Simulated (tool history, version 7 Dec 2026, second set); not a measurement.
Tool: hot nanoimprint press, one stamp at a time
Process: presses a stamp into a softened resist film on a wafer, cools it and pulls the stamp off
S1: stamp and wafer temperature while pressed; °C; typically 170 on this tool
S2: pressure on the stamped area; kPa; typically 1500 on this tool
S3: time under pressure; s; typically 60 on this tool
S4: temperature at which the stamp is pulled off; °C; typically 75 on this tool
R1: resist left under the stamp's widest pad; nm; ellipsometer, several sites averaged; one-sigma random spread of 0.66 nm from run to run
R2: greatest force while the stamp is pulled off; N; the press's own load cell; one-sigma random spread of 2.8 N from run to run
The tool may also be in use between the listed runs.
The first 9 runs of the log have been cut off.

Run 10, hour 113.0: usual settings. Result: R1 258.5 nm, R2 238 N.
Run 11, hour 127.4: usual settings. Result: R1 258.2 nm, R2 233 N.
Run 12, hour 138.2: usual settings. Result: R1 259.2 nm, R2 234 N.
Run 13, hour 154.3: usual settings. Result: R1 258.0 nm, R2 230 N.
Run 14, hour 169.6: usual settings. Result: R1 257.8 nm, R2 229 N.
Run 15, hour 177.9: usual settings but S1 164 °C. Result: R1 365.9 nm, R2 236 N.
Run 16, hour 185.0: usual settings but S4 79 °C. Result: R1 257.9 nm, R2 216 N.
Run 17, hour 192.6: usual settings but S2 1150 kPa, S3 111 s, S4 77 °C. Result: R1 226.0 nm, R2 220 N.
Run 18, hour 203.2: usual settings but S2 1150 kPa, S3 111 s, S4 77 °C. Result: R1 225.5 nm, R2 226 N.
At hour 215.9: plate thermocouple calibrated.
Run 19, hour 219.0: usual settings but S1 160 °C, S2 1070 kPa, S3 98 s, S4 79 °C. Result: R1 443.9 nm, R2 216 N.
Run 20, hour 228.3: usual settings but S1 160 °C, S2 1070 kPa, S3 98 s, S4 79 °C. Result: R1 444.9 nm, R2 216 N.
Run 21, hour 243.7: usual settings but S1 169 °C, S2 1490 kPa. Result: R1 274.7 nm, R2 235 N.
Run 22, hour 257.3: usual settings but S2 1300 kPa. Result: R1 274.1 nm, R2 231 N.
Run 23, hour 266.4: usual settings but S2 2160 kPa, S3 45 s. Result: R1 243.4 nm, R2 226 N.
At hour 284.5: stamp cleaned and given a new release coat.
Run 24, hour 285.6: usual settings but S2 2160 kPa, S3 45 s. Result: R1 242.6 nm, R2 236 N.
Run 25, hour 301.3: usual settings but S2 910 kPa. Result: R1 322.8 nm, R2 231 N.
Run 26, hour 312.4: usual settings but S2 1070 kPa, S3 77 s. Result: R1 270.3 nm, R2 231 N.
Run 27, hour 327.0: usual settings but S2 1070 kPa, S3 40 s. Result: R1 346.7 nm, R2 235 N.
Run 28, hour 340.5: usual settings but S2 1070 kPa, S3 40 s. Result: R1 348.2 nm, R2 231 N.
Run 29, hour 348.3: usual settings but S2 1310 kPa, S3 40 s. Result: R1 320.6 nm, R2 232 N.
Run 30, hour 360.4: usual settings but S2 1310 kPa, S3 40 s. Result: R1 320.3 nm, R2 232 N.
Run 31, hour 374.1: usual settings but S1 167 °C, S2 1790 kPa, S3 32 s, S4 74 °C. Result: R1 359.6 nm, R2 233 N.

Consider 3 possible next runs. They are alternatives, not a sequence: every one starts from the tool as it was left by run 31. What does each give?
Run A, hour 383.2: usual settings but S1 162 °C, S2 1490 kPa, S3 30 s, S4 74 °C. Result: R1 ?, R2 ?.
Run B, hour 383.2: usual settings but S1 175 °C, S2 1370 kPa, S3 49 s, S4 74 °C. Result: R1 ?, R2 ?.
Run C, hour 383.2: usual settings but S1 172 °C, S2 1680 kPa, S4 77 °C. Result: R1 ?, R2 ?.

run     R1   R2
  A  495.8  234
  B  214.5  232
  C  213.1  224
Without the tool's hidden state the same runs would have given:
run     R1   R2
  A  506.7  234
  B  219.2  232
  C  217.8  224
